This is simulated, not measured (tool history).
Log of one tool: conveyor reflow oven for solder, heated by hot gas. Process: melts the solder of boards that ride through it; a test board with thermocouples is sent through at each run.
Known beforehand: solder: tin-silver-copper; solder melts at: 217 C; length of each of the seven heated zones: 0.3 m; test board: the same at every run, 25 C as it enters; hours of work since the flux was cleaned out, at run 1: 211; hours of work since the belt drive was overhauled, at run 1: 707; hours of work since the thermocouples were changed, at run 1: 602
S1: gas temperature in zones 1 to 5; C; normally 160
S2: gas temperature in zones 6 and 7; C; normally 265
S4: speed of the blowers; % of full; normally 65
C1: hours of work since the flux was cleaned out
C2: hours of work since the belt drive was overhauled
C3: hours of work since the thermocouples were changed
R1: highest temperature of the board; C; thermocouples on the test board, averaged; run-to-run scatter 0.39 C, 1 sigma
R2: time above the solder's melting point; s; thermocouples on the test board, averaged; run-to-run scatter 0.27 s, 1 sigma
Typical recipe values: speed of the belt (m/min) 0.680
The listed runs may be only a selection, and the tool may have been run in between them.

{"run": 1, "hour": 0.0, "S1": 160, "S2": 265, "speed of the belt (m/min)": 0.68, "S4": 65, "C1": 211, "C2": 707, "C3": 602, "R1": 248.0, "R2": 34.1}
{"run": 2, "hour": 63.0, "S1": 160, "S2": 265, "speed of the belt (m/min)": 0.68, "S4": 65, "C1": 252, "C2": 749, "C3": 643, "R1": 247.7, "R2": 33.9}
{"run": 3, "hour": 118.1, "S1": 160, "S2": 265, "speed of the belt (m/min)": 0.68, "S4": 65, "C1": 288, "C2": 785, "C3": 680, "R1": 247.4, "R2": 34.5}
{"run": 4, "hour": 155.4, "S1": 160, "S2": 265, "speed of the belt (m/min)": 0.68, "S4": 65, "C1": 313, "C2": 810, "C3": 704, "R1": 247.8, "R2": 34.6}
{"hour": 181.4, "done": "flux residue cleaned out of gas plates and filters"}
{"run": 5, "hour": 223.6, "S1": 160, "S2": 265, "speed of the belt (m/min)": 0.68, "S4": 65, "C1": 28, "C2": 852, "C3": 746, "R1": 248.3, "R2": 34.4}
{"run": 6, "hour": 261.0, "S1": 160, "S2": 265, "speed of the belt (m/min)": 0.68, "S4": 65, "C1": 53, "C2": 876, "C3": 771, "R1": 248.5, "R2": 33.8}
{"run": 7, "hour": 317.3, "S1": 160, "S2": 265, "speed of the belt (m/min)": 0.68, "S4": 65, "C1": 90, "C2": 913, "C3": 808, "R1": 247.9, "R2": 34.0}
{"run": 8, "hour": 362.0, "S1": 160, "S2": 265, "speed of the belt (m/min)": 0.68, "S4": 65, "C1": 119, "C2": 943, "C3": 837, "R1": 247.2, "R2": 34.7}
{"run": 9, "hour": 433.5, "S1": 160, "S2": 265, "speed of the belt (m/min)": 0.68, "S4": 65, "C1": 166, "C2": 990, "C3": 884, "R1": 247.6, "R2": 34.0}
{"run": 10, "hour": 497.9, "S1": 160, "S2": 265, "speed of the belt (m/min)": 0.758, "S4": 65, "C1": 209, "C2": 1032, "C3": 927, "R1": 244.1, "R2": 27.9}
{"run": 11, "hour": 560.2, "S1": 160, "S2": 265, "speed of the belt (m/min)": 0.758, "S4": 65, "C1": 250, "C2": 1074, "C3": 968, "R1": 244.0, "R2": 27.8}
{"run": 12, "hour": 608.3, "S1": 160, "S2": 265, "speed of the belt (m/min)": 0.756, "S4": 65, "C1": 282, "C2": 1105, "C3": 1000, "R1": 243.6, "R2": 27.8}
{"run": 13, "hour": 652.8, "S1": 160, "S2": 265, "speed of the belt (m/min)": 0.756, "S4": 78, "C1": 311, "C2": 1135, "C3": 1029, "R1": 248.7, "R2": 31.2}
{"hour": 679.9, "done": "flux residue cleaned out of gas plates and filters"}
{"run": 14, "hour": 705.1, "S1": 160, "S2": 265, "speed of the belt (m/min)": 0.675, "S4": 78, "C1": 17, "C2": 1166, "C3": 1060, "R1": 250.9, "R2": 37.6}
{"run": 15, "hour": 760.7, "S1": 160, "S2": 265, "speed of the belt (m/min)": 0.675, "S4": 51, "C1": 53, "C2": 1202, "C3": 1097, "R1": 241.8, "R2": 30.3}
{"hour": 790.8, "done": "belt drive overhauled, speed set with a stopwatch"}
{"run": 16, "hour": 826.4, "S1": 160, "S2": 265, "speed of the belt (m/min)": 0.675, "S4": 51, "C1": 94, "C2": 23, "C3": 1138, "R1": 242.5, "R2": 29.5}
{"run": 17, "hour": 868.0, "S1": 166, "S2": 265, "speed of the belt (m/min)": 0.675, "S4": 54, "C1": 121, "C2": 51, "C3": 1165, "R1": 245.1, "R2": 32.9}
{"run": 18, "hour": 940.1, "S1": 160, "S2": 271, "speed of the belt (m/min)": 0.545, "S4": 65, "C1": 169, "C2": 98, "C3": 1213, "R1": 259.3, "R2": 51.2}
{"run": 19, "hour": 1008.1, "S1": 145, "S2": 271, "speed of the belt (m/min)": 0.545, "S4": 75, "C1": 214, "C2": 143, "C3": 1257, "R1": 261.0, "R2": 49.1}
{"hour": 1031.1, "done": "thermocouples of zones 6 and 7 changed"}
{"run": 20, "hour": 1046.9, "S1": 160, "S2": 267, "speed of the belt (m/min)": 0.55, "S4": 65, "C1": 238, "C2": 168, "C3": 10, "R1": 255.4, "R2": 49.0}
{"run": 21, "hour": 1114.7, "S1": 160, "S2": 267, "speed of the belt (m/min)": 0.55, "S4": 65, "C1": 283, "C2": 212, "C3": 55, "R1": 255.6, "R2": 49.3}
{"run": 22, "hour": 1174.2, "S1": 163, "S2": 268, "speed of the belt (m/min)": 0.68, "S4": 63, "C1": 322, "C2": 252, "C3": 94, "R1": 250.4, "R2": 36.1}
{"hour": 1184.4, "done": "flux residue cleaned out of gas plates and filters"}
{"run": 23, "hour": 1249.2, "S1": 163, "S2": 268, "speed of the belt (m/min)": 0.68, "S4": 63, "C1": 43, "C2": 298, "C3": 141, "R1": 250.3, "R2": 35.8}
{"run": 24, "hour": 1283.0, "S1": 156, "S2": 267, "speed of the belt (m/min)": 0.666, "S4": 75, "C1": 65, "C2": 320, "C3": 163, "R1": 253.2, "R2": 37.9}
{"run": 25, "hour": 1326.4, "S1": 156, "S2": 267, "speed of the belt (m/min)": 0.666, "S4": 75, "C1": 94, "C2": 349, "C3": 191, "R1": 253.0, "R2": 37.8}
{"run": 26, "hour": 1357.5, "S1": 156, "S2": 266, "speed of the belt (m/min)": 0.567, "S4": 55, "C1": 114, "C2": 369, "C3": 212, "R1": 250.7, "R2": 42.3}
{"run": 27, "hour": 1431.0, "S1": 156, "S2": 266, "speed of the belt (m/min)": 0.567, "S4": 55, "C1": 163, "C2": 418, "C3": 260, "R1": 251.1, "R2": 42.4}
{"run": 28, "hour": 1501.8, "S1": 156, "S2": 266, "speed of the belt (m/min)": 0.567, "S4": 55, "C1": 209, "C2": 464, "C3": 307, "R1": 251.6, "R2": 42.9}
{"run": 29, "hour": 1534.1, "S1": 160, "S2": 275, "speed of the belt (m/min)": 0.81, "S4": 51, "C1": 231, "C2": 486, "C3": 328, "R1": 242.3, "R2": 24.3}

Each row is a separate what-if for the run after 29, all from the same tool condition, not one after another. Results?
{"run": "A", "hour": 1607.9, "S1": 166, "S2": 275, "speed of the belt (m/min)": 0.81, "S4": 64, "C1": 279, "C2": 534, "C3": 377, "R1": "?", "R2": "?"}
{"run": "B", "hour": 1607.9, "S1": 160, "S2": 265, "speed of the belt (m/min)": 0.548, "S4": 65, "C1": 279, "C2": 534, "C3": 377, "R1": "?", "R2": "?"}
{"run": "C", "hour": 1607.9, "S1": 169, "S2": 275, "speed of the belt (m/min)": 0.566, "S4": 62, "C1": 279, "C2": 534, "C3": 377, "R1": "?", "R2": "?"}
{"run": "D", "hour": 1607.9, "S1": 160, "S2": 265, "speed of the belt (m/min)": 0.561, "S4": 65, "C1": 279, "C2": 534, "C3": 377, "R1": "?", "R2": "?"}
{"run": "E", "hour": 1607.9, "S1": 160, "S2": 275, "speed of the belt (m/min)": 0.81, "S4": 52, "C1": 279, "C2": 534, "C3": 377, "R1": "?", "R2": "?"}

run=A R1=250.2 R2=29.2
run=B R1=254.4 R2=47.9
run=C R1=263.8 R2=52.8
run=D R1=253.4 R2=46.2
run=E R1=242.9 R2=24.4
Take away the tool's hidden state, keep each run's random variation, and the runs would have read:
run=A R1=250.3 R2=29.3
run=B R1=254.5 R2=47.9
run=C R1=263.9 R2=52.8
run=D R1=253.5 R2=46.3
run=E R1=243.0 R2=24.4
